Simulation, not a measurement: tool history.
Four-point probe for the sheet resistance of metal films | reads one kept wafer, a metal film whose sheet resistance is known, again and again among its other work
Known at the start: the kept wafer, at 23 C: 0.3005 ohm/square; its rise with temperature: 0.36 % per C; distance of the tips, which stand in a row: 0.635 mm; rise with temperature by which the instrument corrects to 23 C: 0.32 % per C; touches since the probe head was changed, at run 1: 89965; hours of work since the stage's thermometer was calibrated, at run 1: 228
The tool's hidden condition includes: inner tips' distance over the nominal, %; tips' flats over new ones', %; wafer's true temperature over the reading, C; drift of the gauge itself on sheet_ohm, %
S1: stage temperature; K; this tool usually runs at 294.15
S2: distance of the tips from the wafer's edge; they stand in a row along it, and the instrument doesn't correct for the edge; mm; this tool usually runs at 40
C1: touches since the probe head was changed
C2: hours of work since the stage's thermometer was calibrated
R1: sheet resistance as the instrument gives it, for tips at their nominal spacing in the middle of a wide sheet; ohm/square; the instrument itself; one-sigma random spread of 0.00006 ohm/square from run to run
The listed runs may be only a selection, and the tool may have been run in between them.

Run 1, hour 0: usual settings; C1 89965; C2 228. Result: R1 0.303968 ohm/square.
Run 2, hour 46.8: usual settings; C1 92335; C2 265. Result: R1 0.304084 ohm/square.
At hour 63.6: new probe head fitted.
Run 3, hour 143.5: usual settings; C1 4047; C2 339. Result: R1 0.301096 ohm/square.
Run 4, hour 214.4: usual settings; C1 7632; C2 394. Result: R1 0.301305 ohm/square.
Run 5, hour 321.4: usual settings; C1 13051; C2 477. Result: R1 0.301419 ohm/square.
Run 6, hour 402: usual settings but S2 70 mm; C1 17129; C2 539. Result: R1 0.301498 ohm/square.
Run 7, hour 511.2: usual settings but S2 70 mm; C1 22657; C2 624. Result: R1 0.301765 ohm/square.
Run 8, hour 598.5: usual settings but S1 303.15 K, S2 6 mm; C1 27072; C2 691. Result: R1 0.304887 ohm/square.
Run 9, hour 695.5: usual settings but S2 39 mm; C1 31985; C2 766. Result: R1 0.302214 ohm/square.
At hour 704.7: stage's thermometer calibrated.
Run 10, hour 754: usual settings but S2 39 mm; C1 34920; C2 38. Result: R1 0.302135 ohm/square.
Run 11, hour 807.8: usual settings but S1 299.15 K, S2 55 mm; C1 37641; C2 80. Result: R1 0.302851 ohm/square.
Run 12, hour 858.8: usual settings but S2 10 mm; C1 40221; C2 119. Result: R1 0.303018 ohm/square.

Table of differences, measured result less the result of that run with no hidden state. Run-to-run variation is the same in both. Gauge scatter possibly is not:
run         R1
  1  +0.003695
  2  +0.003795
  3  +0.000824
  4  +0.000961
  5  +0.001143
  6  +0.001296
  7  +0.001494
  8  +0.001687
  9  +0.001846
 10  +0.001902
 11  +0.002005
 12  +0.002089
